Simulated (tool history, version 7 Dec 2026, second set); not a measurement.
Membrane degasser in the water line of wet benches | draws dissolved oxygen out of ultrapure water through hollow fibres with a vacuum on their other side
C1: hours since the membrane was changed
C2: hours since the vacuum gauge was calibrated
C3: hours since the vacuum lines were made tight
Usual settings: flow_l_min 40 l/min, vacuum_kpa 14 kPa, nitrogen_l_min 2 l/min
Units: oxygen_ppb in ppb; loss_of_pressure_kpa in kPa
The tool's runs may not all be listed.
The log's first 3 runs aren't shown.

{"run": 4, "hour": 327.8, "flow_l_min": 40, "vacuum_kpa": 14, "nitrogen_l_min": 2, "C1": 5664, "C2": 4747, "C3": 3207, "oxygen_ppb": 614.5, "loss_of_pressure_kpa": 58.88}
{"run": 5, "hour": 459.3, "flow_l_min": 40, "vacuum_kpa": 14, "nitrogen_l_min": 2, "C1": 5795, "C2": 4879, "C3": 3339, "oxygen_ppb": 606.5, "loss_of_pressure_kpa": 58.31}
{"run": 6, "hour": 561.1, "flow_l_min": 40, "vacuum_kpa": 14, "nitrogen_l_min": 2, "C1": 5897, "C2": 4980, "C3": 3441, "oxygen_ppb": 608.9, "loss_of_pressure_kpa": 58.14}
{"run": 7, "hour": 684.9, "flow_l_min": 40, "vacuum_kpa": 14, "nitrogen_l_min": 2, "C1": 6021, "C2": 5104, "C3": 3564, "oxygen_ppb": 609.7, "loss_of_pressure_kpa": 58.19}
{"run": 8, "hour": 820.7, "flow_l_min": 30, "vacuum_kpa": 14, "nitrogen_l_min": 2, "C1": 6157, "C2": 5240, "C3": 3700, "oxygen_ppb": 416.8, "loss_of_pressure_kpa": 43.76}
{"run": 9, "hour": 964.0, "flow_l_min": 32, "vacuum_kpa": 14, "nitrogen_l_min": 2, "C1": 6300, "C2": 5383, "C3": 3844, "oxygen_ppb": 448.8, "loss_of_pressure_kpa": 46.77}
{"run": 10, "hour": 1043.7, "flow_l_min": 32, "vacuum_kpa": 14, "nitrogen_l_min": 2, "C1": 6380, "C2": 5463, "C3": 3923, "oxygen_ppb": 455.8, "loss_of_pressure_kpa": 46.9}
{"run": 11, "hour": 1155.2, "flow_l_min": 45, "vacuum_kpa": 14, "nitrogen_l_min": 2, "C1": 6491, "C2": 5575, "C3": 4035, "oxygen_ppb": 723.4, "loss_of_pressure_kpa": 66.32}
{"run": 12, "hour": 1288.0, "flow_l_min": 40, "vacuum_kpa": 14, "nitrogen_l_min": 2, "C1": 6624, "C2": 5707, "C3": 4168, "oxygen_ppb": 616.1, "loss_of_pressure_kpa": 58.29}
{"run": 13, "hour": 1393.4, "flow_l_min": 40, "vacuum_kpa": 14, "nitrogen_l_min": 2, "C1": 6729, "C2": 5813, "C3": 4273, "oxygen_ppb": 611.4, "loss_of_pressure_kpa": 58.58}
{"run": 14, "hour": 1479.4, "flow_l_min": 40, "vacuum_kpa": 14, "nitrogen_l_min": 2, "C1": 6815, "C2": 5899, "C3": 4359, "oxygen_ppb": 614.3, "loss_of_pressure_kpa": 58.41}
{"run": 15, "hour": 1553.2, "flow_l_min": 40, "vacuum_kpa": 14, "nitrogen_l_min": 2, "C1": 6889, "C2": 5973, "C3": 4433, "oxygen_ppb": 613, "loss_of_pressure_kpa": 58.78}
{"run": 16, "hour": 1658.0, "flow_l_min": 40, "vacuum_kpa": 14, "nitrogen_l_min": 2, "C1": 6994, "C2": 6077, "C3": 4538, "oxygen_ppb": 611.4, "loss_of_pressure_kpa": 58.34}
{"run": 17, "hour": 1739.2, "flow_l_min": 64, "vacuum_kpa": 14, "nitrogen_l_min": 4.59, "C1": 7075, "C2": 6159, "C3": 4619, "oxygen_ppb": 880.6, "loss_of_pressure_kpa": 93.82}
{"run": 18, "hour": 1868.4, "flow_l_min": 32, "vacuum_kpa": 14, "nitrogen_l_min": 1, "C1": 7205, "C2": 6288, "C3": 4748, "oxygen_ppb": 757.3, "loss_of_pressure_kpa": 46.91}

The next listed run, before its measurement:
{"run": 19, "hour": 2002.0, "flow_l_min": 32, "vacuum_kpa": 14, "nitrogen_l_min": 1, "C1": 7338, "C2": 6421, "C3": 4882, "oxygen_ppb": "?", "loss_of_pressure_kpa": "?"}

oxygen_ppb: 746.4 ppb
loss_of_pressure_kpa: 47.27 kPa
Without the tool's hidden state the same run would have given oxygen_ppb 726.8 ppb, loss_of_pressure_kpa 46.33 kPa.
